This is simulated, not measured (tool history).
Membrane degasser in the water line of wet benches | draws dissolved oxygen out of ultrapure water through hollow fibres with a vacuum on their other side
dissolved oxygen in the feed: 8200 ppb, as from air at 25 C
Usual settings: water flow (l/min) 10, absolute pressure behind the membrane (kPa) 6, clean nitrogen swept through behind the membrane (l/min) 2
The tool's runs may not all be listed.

| run | hour | water flow (l/min) | absolute pressure behind the membrane (kPa) | clean nitrogen swept through behind the membrane (l/min) | dissolved oxygen in the water behind the degasser (ppb) | pressure that the water loses in the fibres (kPa) |
|---|---|---|---|---|---|---|
| 1 | 0 | 10 | 6 | 2 | 49.1 | 41.63 |
| 2 | 167.2 | 10 | 6 | 0.96 | 84.1 | 42.07 |
| 3 | 345.5 | 10 | 6 | 2 | 49.8 | 42.09 |
| 4 | 515.4 | 10 | 6 | 2 | 49.1 | 41.82 |
| 5 | 689.6 | 10 | 6 | 3.6 | 34.9 | 42.22 |
|  | 699.8 | vacuum gauge calibrated |
| 6 | 900 | 10 | 6 | 3.6 | 35 | 42.54 |
| 7 | 996.2 | 10 | 6 | 3.6 | 35.5 | 41.89 |
| 8 | 1136.2 | 12 | 4.9 | 3.13 | 40.2 | 50.85 |
| 9 | 1263.9 | 12 | 4.9 | 3.13 | 41.2 | 50.39 |
| 10 | 1350.9 | 12 | 4.9 | 3.13 | 41.5 | 50.85 |
| 11 | 1503.7 | 6 | 14.68 | 3.13 | 59.3 | 25.46 |
|  | 1531.8 | vacuum gauge calibrated, once more |
| 12 | 1610.7 | 7 | 7.78 | 3.74 | 28.4 | 29.65 |

Forecast each of these 4 alternatives for the next run:
| A | 1812.6 | 10 | 6.49 | 2 | ? | ? |
| B | 1812.6 | 12 | 11.71 | 5.12 | ? | ? |
| C | 1812.6 | 10 | 3.82 | 2.53 | ? | ? |
| D | 1812.6 | 7 | 5.06 | 3.3 | ? | ? |

| run | dissolved oxygen in the water behind the degasser (ppb) | pressure that the water loses in the fibres (kPa) |
|---|---|---|
| A | 56 | 42.31 |
| B | 72.4 | 51.37 |
| C | 21.7 | 42.85 |
| D | 16.5 | 29.97 |
Without the tool's hidden state the same runs would have given:
| run | dissolved oxygen in the water behind the degasser (ppb) | pressure that the water loses in the fibres (kPa) |
|---|---|---|
| A | 49.1 | 38.97 |
| B | 62.9 | 47.37 |
| C | 15 | 39.52 |
| D | 13.4 | 27.64 |
